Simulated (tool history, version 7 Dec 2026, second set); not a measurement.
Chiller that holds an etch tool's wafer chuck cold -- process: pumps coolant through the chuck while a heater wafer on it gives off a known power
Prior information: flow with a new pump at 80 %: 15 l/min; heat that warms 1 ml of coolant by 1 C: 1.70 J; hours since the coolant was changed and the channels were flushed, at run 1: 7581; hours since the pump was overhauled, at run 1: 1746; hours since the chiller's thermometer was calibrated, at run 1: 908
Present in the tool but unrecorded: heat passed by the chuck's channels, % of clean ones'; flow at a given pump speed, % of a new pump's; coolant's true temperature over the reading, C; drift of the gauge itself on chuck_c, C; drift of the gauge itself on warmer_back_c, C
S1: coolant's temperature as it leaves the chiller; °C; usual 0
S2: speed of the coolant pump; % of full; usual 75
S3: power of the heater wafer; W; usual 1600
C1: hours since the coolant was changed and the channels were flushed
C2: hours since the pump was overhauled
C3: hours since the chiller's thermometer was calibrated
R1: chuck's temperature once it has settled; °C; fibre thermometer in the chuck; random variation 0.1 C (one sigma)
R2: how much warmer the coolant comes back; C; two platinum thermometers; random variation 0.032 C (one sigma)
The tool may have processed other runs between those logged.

run    hour   S1  S2    S3    C1    C2    C3    R1    R2
  1     0.0    0  75  1600  7581  1746   908  26.3  4.14
  2    48.4    0  75  1600  7630  1794   957  26.5  4.16
  3    94.4    0  75  1600  7676  1840  1003  26.3  4.08
  4   164.2    0  65  1600  7746  1910  1073  28.8  4.84
  5   203.8    0  75  1181  7785  1950  1112  19.4  3.06
  6   250.2    0  75  1600  7832  1996  1159  26.4  4.15
  7   282.7    6  75  1600  7864  2028  1191  32.3  4.15
  8   338.9    6  75  1600  7920  2085  1247  32.6  4.18
  9   408.4    6  75  1600  7990  2154  1317  32.6  4.19
 10   468.1    0  75  1600  8050  2214  1377  26.7  4.13
      479.9  -- coolant changed, channels flushed
 11   532.8    0  75  1600    53  2273  1435  21.0  4.19
 12   575.1   -9  75  1600    95  2315  1478  11.9  4.10
      582.2  -- chiller's thermometer calibrated
 13   611.1  -10  75  1600   130  2350    29  10.9  4.22
 14   667.0  -10  75  1600   186  2406    85  10.7  4.17
      705.6  -- chiller's thermometer calibrated, once more
 15   711.1  -10  75  1600   229  2449     5  11.4  4.18
 16   767.7  -10  75  1600   286  2506    62  11.4  4.22
 17   818.2   -8  97  1672   336  2556   113  11.1  3.38
 18   871.9    0  83  1115   390  2610   166  13.8  2.63
 19   926.7   -7  97  1318   445  2664   221   8.2  2.67
 20  1000.5   -9  74  1600   519  2738   295  12.9  4.20
 21  1048.5   -9  74  1600   567  2786   343  12.4  4.26
 22  1121.9   -9  86  1600   640  2860   416  11.1  3.74
 23  1182.2    8  67  1600   700  2920   477  31.2  4.71
 24  1245.4   -6  75  2296   763  2983   540  25.2  6.04
 25  1313.8    6  91   942   832  3052   608  17.3  2.08
 26  1379.9    8  77  1173   898  3118   674  23.6  3.05
 27  1423.4    8  77  1173   942  3161   718  24.0  2.99
 28  1468.9    8  77   835   987  3207   763  19.1  2.14
 29  1514.5    0  76  1402  1033  3252   809  19.1  3.67
 30  1571.9  -10  61   994  1090  3310   866   5.6  3.23
 31  1614.5    5  64  1568  1133  3352   909  28.7  4.86
 32  1684.4    5  79  1600  1203  3422   979  26.4  4.07

Table of differences, measured result less the result of that run with no hidden state. Run-to-run variation is the same in both. Gauge scatter possibly is not:
run    R1     R2
  1  +5.8  +0.12
  2  +5.8  +0.13
  3  +5.9  +0.13
  4  +6.5  +0.16
  5  +4.3  +0.10
  6  +6.0  +0.14
  7  +6.0  +0.14
  8  +6.1  +0.15
  9  +6.2  +0.15
 10  +6.2  +0.16
 11  +0.5  +0.16
 12  +0.4  +0.16
 13  +0.3  +0.17
 14  +0.3  +0.17
 15  +0.9  +0.17
 16  +0.9  +0.18
 17  +0.9  +0.15
 18  +0.6  +0.12
 19  +0.8  +0.12
 20  +1.1  +0.19
 21  +1.1  +0.21
 22  +1.1  +0.17
 23  +1.3  +0.23
 24  +1.7  +0.30
 25  +0.7  +0.10
 26  +0.9  +0.16
 27  +1.0  +0.16
 28  +0.7  +0.12
 29  +1.3  +0.20
 30  +1.0  +0.18
 31  +1.6  +0.27
 32  +1.5  +0.23
